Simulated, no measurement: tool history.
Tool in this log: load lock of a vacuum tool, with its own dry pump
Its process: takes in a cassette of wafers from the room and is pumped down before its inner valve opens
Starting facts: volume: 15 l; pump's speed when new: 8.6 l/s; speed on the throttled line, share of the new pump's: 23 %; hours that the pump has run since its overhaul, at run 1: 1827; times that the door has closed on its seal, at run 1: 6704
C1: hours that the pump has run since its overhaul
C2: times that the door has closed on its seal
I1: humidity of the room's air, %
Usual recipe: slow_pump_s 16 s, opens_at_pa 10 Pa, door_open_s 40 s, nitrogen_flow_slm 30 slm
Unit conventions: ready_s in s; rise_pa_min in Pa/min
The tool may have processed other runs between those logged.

{"run": 1, "day": 0.0, "slow_pump_s": 16, "opens_at_pa": 10, "door_open_s": 40, "nitrogen_flow_slm": 30, "C1": 1827, "C2": 6704, "I1": 43.8, "ready_s": 28.5, "rise_pa_min": 0.041}
{"run": 2, "day": 4.062, "slow_pump_s": 10, "opens_at_pa": 10, "door_open_s": 40, "nitrogen_flow_slm": 30, "C1": 1925, "C2": 6852, "I1": 45.6, "ready_s": 23.4, "rise_pa_min": 0.045}
{"run": 3, "day": 6.142, "slow_pump_s": 16, "opens_at_pa": 10, "door_open_s": 40, "nitrogen_flow_slm": 28, "C1": 1975, "C2": 6928, "I1": 45.9, "ready_s": 28.6, "rise_pa_min": 0.043}
{"run": 4, "day": 9.283, "slow_pump_s": 16, "opens_at_pa": 10, "door_open_s": 156, "nitrogen_flow_slm": 28, "C1": 2050, "C2": 7043, "I1": 43.5, "ready_s": 28.4, "rise_pa_min": 0.079}
{"run": 5, "day": 14.304, "slow_pump_s": 19, "opens_at_pa": 10, "door_open_s": 40, "nitrogen_flow_slm": 30, "C1": 2171, "C2": 7226, "I1": 46.6, "ready_s": 30.9, "rise_pa_min": 0.047}
{"run": 6, "day": 18.808, "slow_pump_s": 19, "opens_at_pa": 10, "door_open_s": 40, "nitrogen_flow_slm": 30, "C1": 2279, "C2": 7391, "I1": 41.6, "ready_s": 30.2, "rise_pa_min": 0.043}
{"run": 7, "day": 23.792, "slow_pump_s": 19, "opens_at_pa": 10, "door_open_s": 40, "nitrogen_flow_slm": 30, "C1": 2398, "C2": 7573, "I1": 42.7, "ready_s": 30.6, "rise_pa_min": 0.042}
{"run": 8, "day": 27.958, "slow_pump_s": 16, "opens_at_pa": 12, "door_open_s": 40, "nitrogen_flow_slm": 30, "C1": 2498, "C2": 7725, "I1": 43.0, "ready_s": 28.0, "rise_pa_min": 0.044}
{"run": 9, "day": 31.512, "slow_pump_s": 16, "opens_at_pa": 12, "door_open_s": 40, "nitrogen_flow_slm": 30, "C1": 2584, "C2": 7855, "I1": 44.9, "ready_s": 28.3, "rise_pa_min": 0.047}
{"run": 10, "day": 34.75, "slow_pump_s": 16, "opens_at_pa": 10, "door_open_s": 40, "nitrogen_flow_slm": 6, "C1": 2661, "C2": 7973, "I1": 45.2, "ready_s": 28.7, "rise_pa_min": 0.063}
{"run": 11, "day": 38.9, "slow_pump_s": 16, "opens_at_pa": 10, "door_open_s": 40, "nitrogen_flow_slm": 6, "C1": 2761, "C2": 8125, "I1": 50.2, "ready_s": 29.0, "rise_pa_min": 0.071}
{"run": 12, "day": 40.996, "slow_pump_s": 16, "opens_at_pa": 10, "door_open_s": 40, "nitrogen_flow_slm": 6, "C1": 2811, "C2": 8201, "I1": 44.1, "ready_s": 28.9, "rise_pa_min": 0.06}
{"run": 13, "day": 45.179, "slow_pump_s": 12, "opens_at_pa": 10, "door_open_s": 40, "nitrogen_flow_slm": 6, "C1": 2912, "C2": 8354, "I1": 45.0, "ready_s": 26.1, "rise_pa_min": 0.066}
{"run": 14, "day": 48.846, "slow_pump_s": 16, "opens_at_pa": 10, "door_open_s": 40, "nitrogen_flow_slm": 36, "C1": 3000, "C2": 8488, "I1": 43.7, "ready_s": 28.7, "rise_pa_min": 0.045}
{"run": 15, "day": 51.388, "slow_pump_s": 16, "opens_at_pa": 9, "door_open_s": 40, "nitrogen_flow_slm": 30, "C1": 3061, "C2": 8581, "I1": 46.1, "ready_s": 29.0, "rise_pa_min": 0.047}
{"run": 16, "day": 54.612, "slow_pump_s": 16, "opens_at_pa": 12, "door_open_s": 40, "nitrogen_flow_slm": 30, "C1": 3138, "C2": 8699, "I1": 46.8, "ready_s": 27.8, "rise_pa_min": 0.051}
{"run": 17, "day": 57.992, "slow_pump_s": 14, "opens_at_pa": 9, "door_open_s": 40, "nitrogen_flow_slm": 19, "C1": 3219, "C2": 8822, "I1": 45.4, "ready_s": 27.4, "rise_pa_min": 0.053}
{"run": 18, "day": 60.183, "slow_pump_s": 14, "opens_at_pa": 9, "door_open_s": 40, "nitrogen_flow_slm": 19, "C1": 3272, "C2": 8902, "I1": 44.8, "ready_s": 27.5, "rise_pa_min": 0.051}
{"run": 19, "day": 62.717, "slow_pump_s": 11, "opens_at_pa": 10, "door_open_s": 27, "nitrogen_flow_slm": 30, "C1": 3332, "C2": 8995, "I1": 47.9, "ready_s": 24.8, "rise_pa_min": 0.047}
{"run": 20, "day": 66.929, "slow_pump_s": 22, "opens_at_pa": 10, "door_open_s": 105, "nitrogen_flow_slm": 12, "C1": 3434, "C2": 9149, "I1": 47.1, "ready_s": 32.6, "rise_pa_min": 0.094}
{"run": 21, "day": 71.458, "slow_pump_s": 16, "opens_at_pa": 10, "door_open_s": 40, "nitrogen_flow_slm": 7, "C1": 3542, "C2": 9314, "I1": 44.2, "ready_s": 28.6, "rise_pa_min": 0.059}
{"run": 22, "day": 74.042, "slow_pump_s": 16, "opens_at_pa": 11, "door_open_s": 49, "nitrogen_flow_slm": 23, "C1": 3604, "C2": 9409, "I1": 48.4, "ready_s": 28.5, "rise_pa_min": 0.056}
{"run": 23, "day": 77.621, "slow_pump_s": 10, "opens_at_pa": 17, "door_open_s": 40, "nitrogen_flow_slm": 30, "C1": 3690, "C2": 9539, "I1": 44.1, "ready_s": 23.2, "rise_pa_min": 0.047}
{"run": 24, "day": 82.046, "slow_pump_s": 9, "opens_at_pa": 7, "door_open_s": 35, "nitrogen_flow_slm": 30, "C1": 3796, "C2": 9701, "I1": 45.4, "ready_s": 24.4, "rise_pa_min": 0.046}
{"run": 25, "day": 86.433, "slow_pump_s": 9, "opens_at_pa": 7, "door_open_s": 31, "nitrogen_flow_slm": 8, "C1": 3902, "C2": 9861, "I1": 48.4, "ready_s": 24.5, "rise_pa_min": 0.058}
{"run": 26, "day": 89.621, "slow_pump_s": 9, "opens_at_pa": 7, "door_open_s": 81, "nitrogen_flow_slm": 5, "C1": 3978, "C2": 9978, "I1": 46.8, "ready_s": 24.0, "rise_pa_min": 0.102}
{"run": 27, "day": 93.221, "slow_pump_s": 13, "opens_at_pa": 9, "door_open_s": 40, "nitrogen_flow_slm": 30, "C1": 4065, "C2": 10109, "I1": 47.6, "ready_s": 26.2, "rise_pa_min": 0.055}

What if the next run were any one of these 5? Each begins from the tool's condition after run 27:
{"run": "A", "day": 96.521, "slow_pump_s": 16, "opens_at_pa": 10, "door_open_s": 30, "nitrogen_flow_slm": 30, "C1": 4144, "C2": 10230, "I1": 42.8, "ready_s": "?", "rise_pa_min": "?"}
{"run": "B", "day": 96.521, "slow_pump_s": 9, "opens_at_pa": 9, "door_open_s": 52, "nitrogen_flow_slm": 30, "C1": 4144, "C2": 10230, "I1": 44.9, "ready_s": "?", "rise_pa_min": "?"}
{"run": "C", "day": 96.521, "slow_pump_s": 13, "opens_at_pa": 18, "door_open_s": 40, "nitrogen_flow_slm": 30, "C1": 4144, "C2": 10230, "I1": 47.8, "ready_s": "?", "rise_pa_min": "?"}
{"run": "D", "day": 96.521, "slow_pump_s": 10, "opens_at_pa": 7, "door_open_s": 164, "nitrogen_flow_slm": 30, "C1": 4144, "C2": 10230, "I1": 45.5, "ready_s": "?", "rise_pa_min": "?"}
{"run": "E", "day": 96.521, "slow_pump_s": 14, "opens_at_pa": 10, "door_open_s": 40, "nitrogen_flow_slm": 14, "C1": 4144, "C2": 10230, "I1": 42.9, "ready_s": "?", "rise_pa_min": "?"}

run=A ready_s=29.1 rise_pa_min=0.044
run=B ready_s=23.9 rise_pa_min=0.047
run=C ready_s=25.0 rise_pa_min=0.047
run=D ready_s=24.6 rise_pa_min=0.081
run=E ready_s=27.4 rise_pa_min=0.061
Had the tool no hidden state, the same runs would have come out as:
run=A ready_s=28.7 rise_pa_min=0.025
run=B ready_s=23.4 rise_pa_min=0.029
run=C ready_s=24.6 rise_pa_min=0.029
run=D ready_s=24.1 rise_pa_min=0.063
run=E ready_s=27.0 rise_pa_min=0.043

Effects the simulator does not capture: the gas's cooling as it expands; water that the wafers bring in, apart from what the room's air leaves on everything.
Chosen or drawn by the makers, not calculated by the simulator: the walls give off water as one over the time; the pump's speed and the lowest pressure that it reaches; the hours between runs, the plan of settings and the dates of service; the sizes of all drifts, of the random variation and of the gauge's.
